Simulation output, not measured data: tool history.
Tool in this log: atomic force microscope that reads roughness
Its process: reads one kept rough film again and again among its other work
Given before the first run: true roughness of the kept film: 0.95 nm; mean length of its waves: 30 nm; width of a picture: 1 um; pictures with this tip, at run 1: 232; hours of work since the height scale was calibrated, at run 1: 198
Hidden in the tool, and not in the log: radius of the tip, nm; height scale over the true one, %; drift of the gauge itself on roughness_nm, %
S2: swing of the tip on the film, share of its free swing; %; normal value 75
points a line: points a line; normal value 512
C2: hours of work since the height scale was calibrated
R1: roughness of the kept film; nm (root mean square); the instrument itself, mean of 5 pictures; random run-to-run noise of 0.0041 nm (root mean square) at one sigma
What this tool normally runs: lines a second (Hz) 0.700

run 1 hour=0.0 | lines_a_second_(Hz)=0.700 S2=75 points_a_line=512 | pictures_with_this_tip=232 C2=198 | R1=0.886
run 2 hour=17.2 | lines_a_second_(Hz)=0.700 S2=75 points_a_line=512 | pictures_with_this_tip=258 C2=208 | R1=0.885
-- hour=21.8 new tip fitted
run 3 hour=28.2 | lines_a_second_(Hz)=0.522 S2=75 points_a_line=512 | pictures_with_this_tip=10 C2=215 | R1=0.895
run 4 hour=43.8 | lines_a_second_(Hz)=0.522 S2=75 points_a_line=512 | pictures_with_this_tip=34 C2=224 | R1=0.897
run 5 hour=60.2 | lines_a_second_(Hz)=1.101 S2=75 points_a_line=512 | pictures_with_this_tip=59 C2=233 | R1=0.865
run 6 hour=80.3 | lines_a_second_(Hz)=1.101 S2=75 points_a_line=512 | pictures_with_this_tip=90 C2=245 | R1=0.872
run 7 hour=90.4 | lines_a_second_(Hz)=1.101 S2=75 points_a_line=512 | pictures_with_this_tip=106 C2=251 | R1=0.868
run 8 hour=110.8 | lines_a_second_(Hz)=0.700 S2=82 points_a_line=512 | pictures_with_this_tip=137 C2=262 | R1=0.876
run 9 hour=127.8 | lines_a_second_(Hz)=0.700 S2=82 points_a_line=512 | pictures_with_this_tip=163 C2=272 | R1=0.878
run 10 hour=139.5 | lines_a_second_(Hz)=0.700 S2=82 points_a_line=512 | pictures_with_this_tip=181 C2=279 | R1=0.872
run 11 hour=153.8 | lines_a_second_(Hz)=0.700 S2=82 points_a_line=512 | pictures_with_this_tip=203 C2=287 | R1=0.876
run 12 hour=167.5 | lines_a_second_(Hz)=0.700 S2=82 points_a_line=512 | pictures_with_this_tip=224 C2=295 | R1=0.875
run 13 hour=185.6 | lines_a_second_(Hz)=0.700 S2=75 points_a_line=278 | pictures_with_this_tip=252 C2=306 | R1=0.884
-- hour=193.8 new tip fitted
run 14 hour=200.4 | lines_a_second_(Hz)=0.700 S2=75 points_a_line=278 | pictures_with_this_tip=10 C2=314 | R1=0.878
run 15 hour=212.2 | lines_a_second_(Hz)=0.700 S2=75 points_a_line=512 | pictures_with_this_tip=28 C2=321 | R1=0.889
run 16 hour=222.6 | lines_a_second_(Hz)=0.700 S2=75 points_a_line=512 | pictures_with_this_tip=44 C2=327 | R1=0.897
run 17 hour=233.9 | lines_a_second_(Hz)=0.700 S2=75 points_a_line=274 | pictures_with_this_tip=61 C2=334 | R1=0.878
run 18 hour=252.9 | lines_a_second_(Hz)=1.201 S2=75 points_a_line=803 | pictures_with_this_tip=91 C2=345 | R1=0.860
run 19 hour=265.7 | lines_a_second_(Hz)=1.201 S2=75 points_a_line=803 | pictures_with_this_tip=110 C2=352 | R1=0.872
run 20 hour=279.8 | lines_a_second_(Hz)=2.033 S2=75 points_a_line=801 | pictures_with_this_tip=132 C2=360 | R1=0.830
run 21 hour=291.8 | lines_a_second_(Hz)=0.700 S2=75 points_a_line=491 | pictures_with_this_tip=150 C2=367 | R1=0.893
run 22 hour=304.0 | lines_a_second_(Hz)=0.700 S2=75 points_a_line=491 | pictures_with_this_tip=169 C2=374 | R1=0.890
run 23 hour=323.1 | lines_a_second_(Hz)=0.700 S2=75 points_a_line=491 | pictures_with_this_tip=199 C2=385 | R1=0.889
run 24 hour=334.0 | lines_a_second_(Hz)=0.989 S2=58 points_a_line=597 | pictures_with_this_tip=215 C2=392 | R1=0.908
run 25 hour=346.3 | lines_a_second_(Hz)=0.700 S2=84 points_a_line=957 | pictures_with_this_tip=234 C2=399 | R1=0.871
run 26 hour=360.4 | lines_a_second_(Hz)=1.427 S2=80 points_a_line=957 | pictures_with_this_tip=256 C2=407 | R1=0.842
-- hour=366.9 new tip fitted
run 27 hour=375.5 | lines_a_second_(Hz)=2.834 S2=77 points_a_line=718 | pictures_with_this_tip=13 C2=416 | R1=0.786
run 28 hour=388.7 | lines_a_second_(Hz)=2.834 S2=80 points_a_line=280 | pictures_with_this_tip=34 C2=423 | R1=0.756
run 29 hour=405.0 | lines_a_second_(Hz)=1.982 S2=67 points_a_line=885 | pictures_with_this_tip=58 C2=433 | R1=0.860
run 30 hour=416.2 | lines_a_second_(Hz)=0.521 S2=81 points_a_line=261 | pictures_with_this_tip=76 C2=439 | R1=0.881
run 31 hour=424.9 | lines_a_second_(Hz)=3.410 S2=61 points_a_line=277 | pictures_with_this_tip=89 C2=444 | R1=0.841

Below are 3 alternative next runs, each starting from the tool's condition after run 31. Predict each:
run A hour=437.4 | lines_a_second_(Hz)=1.310 S2=75 points_a_line=512 | pictures_with_this_tip=108 C2=451 | R1=?
run B hour=437.4 | lines_a_second_(Hz)=1.740 S2=82 points_a_line=277 | pictures_with_this_tip=108 C2=451 | R1=?
run C hour=437.4 | lines_a_second_(Hz)=0.638 S2=87 points_a_line=626 | pictures_with_this_tip=108 C2=451 | R1=?

run=A R1=0.858
run=B R1=0.798
run=C R1=0.874
With no hidden state in the tool, these same runs would have given:
run=A R1=0.859
run=B R1=0.799
run=C R1=0.875

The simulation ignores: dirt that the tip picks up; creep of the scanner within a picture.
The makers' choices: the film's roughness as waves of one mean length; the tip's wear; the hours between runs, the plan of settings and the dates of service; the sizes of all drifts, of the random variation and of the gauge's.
